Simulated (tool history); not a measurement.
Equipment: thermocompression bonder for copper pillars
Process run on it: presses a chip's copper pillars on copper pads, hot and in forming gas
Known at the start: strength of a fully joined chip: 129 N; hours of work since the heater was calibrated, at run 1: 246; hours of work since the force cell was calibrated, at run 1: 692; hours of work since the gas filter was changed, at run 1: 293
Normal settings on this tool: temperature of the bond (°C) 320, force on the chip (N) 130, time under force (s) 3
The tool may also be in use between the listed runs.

run	hour	temperature of the bond (°C)	force on the chip (N)	time under force (s)	hours of work since the heater was calibrated	hours of work since the force cell was calibrated	hours of work since the gas filter was changed	force that shears a chip off (N)
1	0	320	130	3	246	692	293	74.7
2	22.3	320	108	3	257	703	304	62.9
3	43.3	320	108	3	267	714	315	61.4
4	74.9	320	128	3	283	729	331	73.9
5	99.7	320	128	3	295	742	343	71.6
6	142.1	349	128	3	316	763	364	85.4
7	166	320	130	2	328	775	376	64.5
8	194.3	320	130	2	342	789	390	63.7
# hour 214.1: forming gas filter changed
9	232.2	320	130	2	361	808	9	72.1
10	271.6	320	130	7	381	827	29	101.9
11	295.5	320	88	3	392	839	41	54
12	325	301	88	3	407	854	55	46.2
13	348.4	301	88	3	419	865	67	45.2
14	376.3	320	130	3	433	879	81	78.6
15	396.7	320	130	3	443	889	91	78.9
16	416.1	296	137	2	453	899	101	62
17	452.9	304	128	3	471	917	119	69.3
18	490.2	293	108	3	489	936	138	53.1
19	522.3	302	130	2	505	952	153	59.9
20	540.4	291	127	5	514	961	162	71.3
21	563.6	320	96	2	526	973	174	49.3
22	599.8	308	113	3	544	991	192	61.7
23	641.6	308	117	3	565	1011	213	63.5
24	679.3	308	117	3	584	1030	232	62.4
25	722	308	117	8	605	1051	253	84.8
26	743.4	304	89	8	615	1062	264	63.7
27	782.3	301	188	2	635	1081	283	79.5
28	816.9	294	112	2	652	1099	300	45

Some steps in force that shears a chip off (N) between neighbouring runs. How much of each would the tool show without its hidden state too (settings, what came in, random variation), and how much is left for the hidden state, with any gauge scatter that isn't in both results?
Hidden state at play: true temperature of the bond over the reading, C; force that reaches the chip, % of what is set; oxide that the forming gas leaves, % of the face; drift of the gauge itself on shear_n, %.
Run 8 -> 9: forming gas filter changed. force that shears a chip off (N) +8.4: hidden state +7.5, all else +0.9.
Run 10 -> 11: force on the chip (N) 130 -> 88, time under force (s) 7 -> 3. force that shears a chip off (N) -47.9: hidden state +0.2, all else -48.1.
Run 27 -> 28: temperature of the bond (°C) 301 -> 294, force on the chip (N) 188 -> 112. force that shears a chip off (N) -34.5: hidden state +2.7, all else -37.2.
